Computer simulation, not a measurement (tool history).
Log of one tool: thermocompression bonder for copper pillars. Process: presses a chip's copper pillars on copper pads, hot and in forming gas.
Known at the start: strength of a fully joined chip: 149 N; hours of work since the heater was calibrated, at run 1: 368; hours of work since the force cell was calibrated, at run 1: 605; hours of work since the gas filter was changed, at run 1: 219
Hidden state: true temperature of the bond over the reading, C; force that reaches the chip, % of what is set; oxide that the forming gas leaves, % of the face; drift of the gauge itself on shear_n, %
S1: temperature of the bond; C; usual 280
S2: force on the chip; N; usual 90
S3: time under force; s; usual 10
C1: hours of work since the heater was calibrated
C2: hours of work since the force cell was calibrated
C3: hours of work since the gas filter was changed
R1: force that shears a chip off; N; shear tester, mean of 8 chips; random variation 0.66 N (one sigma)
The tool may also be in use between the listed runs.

run   hour   S1   S2  S3   C1   C2   C3     R1
  1      0  280   90  10  368  605  219   66.2
  2   16.1  280   90  10  381  618  231   65.9
  3   39.8  280   70  10  399  636  249     58
  4   64.7  288   90  10  418  654  268   72.5
  5   81.3  280   90  10  430  667  281   64.4
  6  106.2  280   90  10  449  686  299   65.3
  7    122  280   62  10  461  698  311   54.2
  8  134.1  280   90  10  470  707  321   63.9
  9  161.4  280  120  10  491  728  342     72
 10  181.9  280   81  10  507  744  357   60.2
 11  208.8  280   90  10  527  764  378   61.9
 12  231.5  280   90  10  545  781  395   63.1
 13  244.7  280   90  10  555  792  405   62.2
 14  258.8  280   90  10  565  802  416   61.8
 15  280.6  280   90  10  582  819  432   62.2
       285  -- forming gas filter changed
 16  296.8  280   90  10  594  831    9   63.6
 17  324.2  280   90  10  615  852   30   65.5
 18    346  280   90  10  631  868   46   63.8
 19  372.4  280   90  10  651  888   67   63.8
 20  390.3  280   90  10  665  902   80   62.3
 21  405.8  280   56  11  677  914   92   52.9
 22  424.8  309  131  19  691  928  106  120.8
       443  -- force cell calibrated
 23  449.3  309   61  20  709    5  124    101
 24  461.6  309   61  20  718   14  133  100.8
 25  490.1  309   61  20  740   36  155  101.3
 26  511.5  266   59  16  756   52  171   51.7
 27  533.2  266   59  16  773   69  188   52.4
 28  548.6  306  130   9  784   80  200  100.3
 29    576  306  130   9  805  101  220   99.7
 30  593.5  306  130   9  819  115  234   98.9
 31  606.3  306  130   9  828  124  243     99
 32  628.1  302  122  12  845  141  260  100.8
 33  645.5  253   90  20  858  154  273   54.5
 34    672  281   63  10  878  174  293   55.4
 35  693.4  271   90  21  895  191  310   71.2
 36  709.2  252   96  11  907  203  322   42.5
 37    734  293   96  11  926  221  341   80.2
 38  748.2  293   96  11  936  232  351     80
 39    763  261   90  10  948  244  363   46.2

Some steps in R1 between neighbouring runs. How much of each would the tool show without its hidden state too (settings, what came in, random variation), and how much is left for the hidden state, with any gauge scatter that isn't in both results?
Run 15 -> 16: forming gas filter changed. R1 +1.4 N: hidden state +2.7, all else -1.3.
Run 21 -> 22: S1 280 -> 309, S2 56 -> 131, S3 11 -> 19. R1 +67.9 N: hidden state -0.9, all else +68.8.
Run 25 -> 26: S1 309 -> 266, S2 61 -> 59, S3 20 -> 16. R1 -49.6 N: hidden state +1, all else -50.6.
Run 27 -> 28: S1 266 -> 306, S2 59 -> 130, S3 16 -> 9. R1 +47.9 N: hidden state -1.5, all else +49.4.
Run 35 -> 36: S1 271 -> 252, S2 90 -> 96, S3 21 -> 11. R1 -28.7 N: hidden state +2, all else -30.7.
Run 36 -> 37: S1 252 -> 293. R1 +37.7 N: hidden state -2.6, all else +40.3.

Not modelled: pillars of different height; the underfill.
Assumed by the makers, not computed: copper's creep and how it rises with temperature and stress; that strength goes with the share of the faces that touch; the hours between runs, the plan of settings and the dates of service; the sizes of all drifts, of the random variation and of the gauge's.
